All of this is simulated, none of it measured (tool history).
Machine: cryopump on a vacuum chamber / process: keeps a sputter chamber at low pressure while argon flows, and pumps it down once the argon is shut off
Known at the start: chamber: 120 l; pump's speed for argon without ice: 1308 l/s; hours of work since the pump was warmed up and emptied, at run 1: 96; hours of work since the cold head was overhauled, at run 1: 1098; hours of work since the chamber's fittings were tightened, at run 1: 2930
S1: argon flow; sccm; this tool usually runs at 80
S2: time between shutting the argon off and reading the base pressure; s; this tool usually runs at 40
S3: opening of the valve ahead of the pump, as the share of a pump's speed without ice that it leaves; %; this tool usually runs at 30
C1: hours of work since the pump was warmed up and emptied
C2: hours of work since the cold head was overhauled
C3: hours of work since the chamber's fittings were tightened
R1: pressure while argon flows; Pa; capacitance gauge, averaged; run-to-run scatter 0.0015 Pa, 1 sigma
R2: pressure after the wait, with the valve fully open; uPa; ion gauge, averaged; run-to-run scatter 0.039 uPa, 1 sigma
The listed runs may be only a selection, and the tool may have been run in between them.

Run 1, hour 0.0: usual settings; C1 96; C2 1098; C3 2930. Result: R1 0.3527 Pa, R2 5.18 uPa.
Run 2, hour 23.4: usual settings; C1 110; C2 1111; C3 2943. Result: R1 0.3514 Pa, R2 5.14 uPa.
Run 3, hour 68.2: usual settings but S2 81 s; C1 135; C2 1137; C3 2969. Result: R1 0.3572 Pa, R2 4.26 uPa.
Run 4, hour 96.8: usual settings but S2 81 s; C1 151; C2 1153; C3 2985. Result: R1 0.3587 Pa, R2 4.37 uPa.
Run 5, hour 118.5: usual settings but S2 106 s; C1 164; C2 1165; C3 2997. Result: R1 0.3591 Pa, R2 4.15 uPa.
Run 6, hour 168.1: usual settings but S2 106 s; C1 192; C2 1194; C3 3026. Result: R1 0.3645 Pa, R2 4.28 uPa.
Run 7, hour 211.2: usual settings but S2 21 s; C1 216; C2 1218; C3 3050. Result: R1 0.3619 Pa, R2 7.49 uPa.
Run 8, hour 242.1: usual settings but S2 21 s; C1 234; C2 1236; C3 3068. Result: R1 0.3678 Pa, R2 7.52 uPa.
Run 9, hour 264.2: usual settings but S2 21 s; C1 247; C2 1248; C3 3080. Result: R1 0.3674 Pa, R2 7.52 uPa.
Run 10, hour 303.3: usual settings but S3 33 %; C1 269; C2 1270; C3 3102. Result: R1 0.3410 Pa, R2 5.68 uPa.
Run 11, hour 325.5: usual settings; C1 281; C2 1283; C3 3115. Result: R1 0.3687 Pa, R2 5.97 uPa.
At hour 349.8: leaking fittings of the chamber tightened, without venting.
Run 12, hour 369.0: usual settings but S3 16 %; C1 305; C2 1307; C3 11. Result: R1 0.6725 Pa, R2 2.32 uPa.
Run 13, hour 406.1: usual settings but S3 16 %; C1 326; C2 1328; C3 32. Result: R1 0.6790 Pa, R2 2.34 uPa.
Run 14, hour 445.0: usual settings but S2 59 s, S3 16 %; C1 348; C2 1350; C3 54. Result: R1 0.6801 Pa, R2 1.75 uPa.
Run 15, hour 491.0: usual settings but S3 38 %; C1 374; C2 1376; C3 80. Result: R1 0.3082 Pa, R2 2.42 uPa.
Run 16, hour 532.2: usual settings but S3 38 %; C1 398; C2 1399; C3 104. Result: R1 0.3142 Pa, R2 2.47 uPa.
Run 17, hour 579.0: usual settings but S2 112 s, S3 38 %; C1 424; C2 1426; C3 130. Result: R1 0.3142 Pa, R2 1.29 uPa.
Run 18, hour 616.4: usual settings but S2 112 s, S3 38 %; C1 446; C2 1447; C3 152. Result: R1 0.3159 Pa, R2 1.29 uPa.
At hour 658.7: pump warmed up, emptied and cooled again.
Run 19, hour 658.7: usual settings but S1 37 sccm, S2 296 s; C1 0; C2 1469; C3 173. Result: R1 0.1600 Pa, R2 0.69 uPa.
Run 20, hour 696.7: usual settings but S1 37 sccm, S2 296 s; C1 22; C2 1490; C3 194. Result: R1 0.1613 Pa, R2 0.78 uPa.
Run 21, hour 743.2: usual settings but S1 37 sccm, S2 296 s; C1 48; C2 1517; C3 221. Result: R1 0.1628 Pa, R2 0.75 uPa.
Run 22, hour 766.2: usual settings but S1 34 sccm, S3 34 %; C1 61; C2 1530; C3 234. Result: R1 0.1316 Pa, R2 2.47 uPa.
Run 23, hour 815.2: usual settings but S1 108 sccm, S2 58 s, S3 32 %; C1 89; C2 1557; C3 262. Result: R1 0.4495 Pa, R2 1.95 uPa.
Run 24, hour 851.7: usual settings but S1 54 sccm, S2 43 s, S3 33 %; C1 110; C2 1578; C3 282. Result: R1 0.2176 Pa, R2 2.53 uPa.
Run 25, hour 890.9: usual settings but S2 81 s; C1 132; C2 1601; C3 305. Result: R1 0.3581 Pa, R2 1.63 uPa.
Run 26, hour 917.9: usual settings but S2 81 s; C1 147; C2 1616; C3 320. Result: R1 0.3593 Pa, R2 1.58 uPa.
Run 27, hour 955.6: usual settings but S2 62 s, S3 45 %; C1 169; C2 1637; C3 341. Result: R1 0.2432 Pa, R2 1.94 uPa.
Run 28, hour 988.2: usual settings but S1 136 sccm, S2 232 s, S3 26 %; C1 187; C2 1656; C3 360. Result: R1 0.7046 Pa, R2 1.04 uPa.
Run 29, hour 1020.4: usual settings but S1 54 sccm, S2 51 s, S3 27 %; C1 206; C2 1674; C3 378. Result: R1 0.2697 Pa, R2 2.24 uPa.
Run 30, hour 1055.5: usual settings but S1 54 sccm, S2 51 s, S3 27 %; C1 225; C2 1694; C3 398. Result: R1 0.2717 Pa, R2 2.29 uPa.
Run 31, hour 1085.9: usual settings but S1 54 sccm, S2 51 s, S3 27 %; C1 243; C2 1711; C3 416. Result: R1 0.2753 Pa, R2 2.34 uPa.
Run 32, hour 1114.0: usual settings but S1 43 sccm, S3 17 %; C1 259; C2 1727; C3 432. Result: R1 0.3411 Pa, R2 2.81 uPa.
Run 33, hour 1134.8: usual settings but S1 113 sccm, S3 20 %; C1 271; C2 1739; C3 443. Result: R1 0.7641 Pa, R2 2.87 uPa.

Per-run results on a tool with no hidden state, each run keeping its own random variation:
What the log doesn't record here: pump's speed, % of a pump's without ice; cold plate's temperature, K; leak into the chamber, uPa l/s; drift of the gauge itself on working_pa, %; drift of the gauge itself on base_upa, %.
run      R1    R2
  1  0.3440  2.23
  2  0.3417  2.18
  3  0.3453  1.20
  4  0.3452  1.23
  5  0.3447  0.98
  6  0.3477  0.98
  7  0.3430  4.09
  8  0.3469  4.06
  9  0.3454  4.04
 10  0.3166  2.18
 11  0.3434  2.27
 12  0.6449  2.22
 13  0.6490  2.20
 14  0.6476  1.57
 15  0.2726  2.20
 16  0.2753  2.21
 17  0.2724  0.98
 18  0.2713  0.95
 19  0.1590  0.49
 20  0.1595  0.54
 21  0.1601  0.48
 22  0.1287  2.19
 23  0.4375  1.62
 24  0.2105  2.18
 25  0.3456  1.24
 26  0.3454  1.17
 27  0.2276  1.50
 28  0.6748  0.56
 29  0.2567  1.75
 30  0.2572  1.76
 31  0.2596  1.78
 32  0.3277  2.22
 33  0.7273  2.25

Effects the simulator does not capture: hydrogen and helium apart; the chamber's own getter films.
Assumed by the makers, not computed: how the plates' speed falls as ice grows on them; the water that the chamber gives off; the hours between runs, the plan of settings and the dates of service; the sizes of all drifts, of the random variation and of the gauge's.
